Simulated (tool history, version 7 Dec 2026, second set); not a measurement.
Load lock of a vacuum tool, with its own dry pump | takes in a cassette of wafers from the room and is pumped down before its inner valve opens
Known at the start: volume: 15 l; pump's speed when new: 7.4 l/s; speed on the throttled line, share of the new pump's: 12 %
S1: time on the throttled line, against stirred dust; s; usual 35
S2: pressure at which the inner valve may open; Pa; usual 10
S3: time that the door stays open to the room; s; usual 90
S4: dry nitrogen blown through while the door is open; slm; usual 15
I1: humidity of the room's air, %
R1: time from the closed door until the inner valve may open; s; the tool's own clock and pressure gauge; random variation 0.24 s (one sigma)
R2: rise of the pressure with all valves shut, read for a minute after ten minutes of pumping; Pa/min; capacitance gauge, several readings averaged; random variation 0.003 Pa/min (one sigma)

Run 1, hour 0: usual settings; I1 44.7. Result: R1 51.1 s, R2 0.06 Pa/min.
Run 2, hour 121.3: usual settings; I1 44. Result: R1 50.9 s, R2 0.059 Pa/min.
Run 3, hour 233.5: usual settings; I1 44.8. Result: R1 51.5 s, R2 0.06 Pa/min.
Run 4, hour 309.1: usual settings; I1 47.8. Result: R1 51.2 s, R2 0.065 Pa/min.
Run 5, hour 420.8: usual settings; I1 43.8. Result: R1 51 s, R2 0.056 Pa/min.
Run 6, hour 516.3: usual settings; I1 48. Result: R1 51.1 s, R2 0.059 Pa/min.
Run 7, hour 643.4: usual settings; I1 43.6. Result: R1 51.1 s, R2 0.053 Pa/min.
Run 8, hour 740: usual settings but S4 9 slm; I1 44.5. Result: R1 51.1 s, R2 0.072 Pa/min.
Run 9, hour 831.5: usual settings; I1 44.2. Result: R1 50.8 s, R2 0.062 Pa/min.
Run 10, hour 884.4: usual settings; I1 43.2. Result: R1 51.3 s, R2 0.059 Pa/min.
Run 11, hour 945.8: usual settings but S3 48 s; I1 41.6. Result: R1 51.3 s, R2 0.048 Pa/min.
Run 12, hour 1030.7: usual settings but S3 153 s; I1 47.3. Result: R1 51 s, R2 0.075 Pa/min.
Run 13, hour 1084.3: usual settings but S3 153 s; I1 46. Result: R1 51.1 s, R2 0.08 Pa/min.
Run 14, hour 1199.9: usual settings but S3 153 s; I1 47.2. Result: R1 51.6 s, R2 0.079 Pa/min.
Run 15, hour 1261: usual settings but S2 8 Pa, S3 153 s, S4 9 slm; I1 47.3. Result: R1 51.8 s, R2 0.092 Pa/min.
Run 16, hour 1372.7: usual settings but S1 39 s, S2 12 Pa, S3 40 s, S4 10 slm; I1 43.8. Result: R1 54.2 s, R2 0.059 Pa/min.
Run 17, hour 1492.6: usual settings but S1 39 s, S2 12 Pa, S3 40 s, S4 10 slm; I1 45.2. Result: R1 54.5 s, R2 0.058 Pa/min.
Run 18, hour 1582.4: usual settings but S1 39 s, S2 12 Pa, S3 40 s, S4 10 slm; I1 44.3. Result: R1 54.1 s, R2 0.062 Pa/min.
Run 19, hour 1686.4: usual settings but S1 44 s, S2 8 Pa, S3 40 s, S4 10 slm; I1 45.6. Result: R1 60 s, R2 0.064 Pa/min.
Run 20, hour 1798: usual settings but S1 44 s, S2 8 Pa, S3 40 s, S4 10 slm; I1 43.5. Result: R1 60.3 s, R2 0.064 Pa/min.
Run 21, hour 1906.1: usual settings but S1 36 s, S3 41 s; I1 40.3. Result: R1 52.1 s, R2 0.054 Pa/min.
Run 22, hour 2011: usual settings but S1 59 s, S4 16 slm; I1 47.8. Result: R1 72.1 s, R2 0.068 Pa/min.
Run 23, hour 2081.9: usual settings but S1 59 s, S3 64 s, S4 16 slm; I1 45. Result: R1 72.4 s, R2 0.065 Pa/min.
Run 24, hour 2149.7: usual settings but S1 27 s, S3 64 s, S4 11 slm; I1 45.8. Result: R1 44.3 s, R2 0.073 Pa/min.

3 ways to go on from here, each from the tool as it stands after run 24. What would each give?
Run A, hour 2213.7: usual settings but S1 55 s, S3 72 s, S4 40 slm; I1 45.6. Result: R1 ?, R2 ?.
Run B, hour 2213.7: usual settings but S4 18 slm; I1 47.6. Result: R1 ?, R2 ?.
Run C, hour 2213.7: usual settings but S1 64 s, S3 64 s, S4 11 slm; I1 46.5. Result: R1 ?, R2 ?.

run    R1     R2
  A  68.5  0.048
  B  51.4  0.071
  C  76.7  0.074
Without the tool's hidden state the same runs would have given:
run    R1     R2
  A  66.8   0.03
  B  49.3  0.053
  C  75.1  0.056
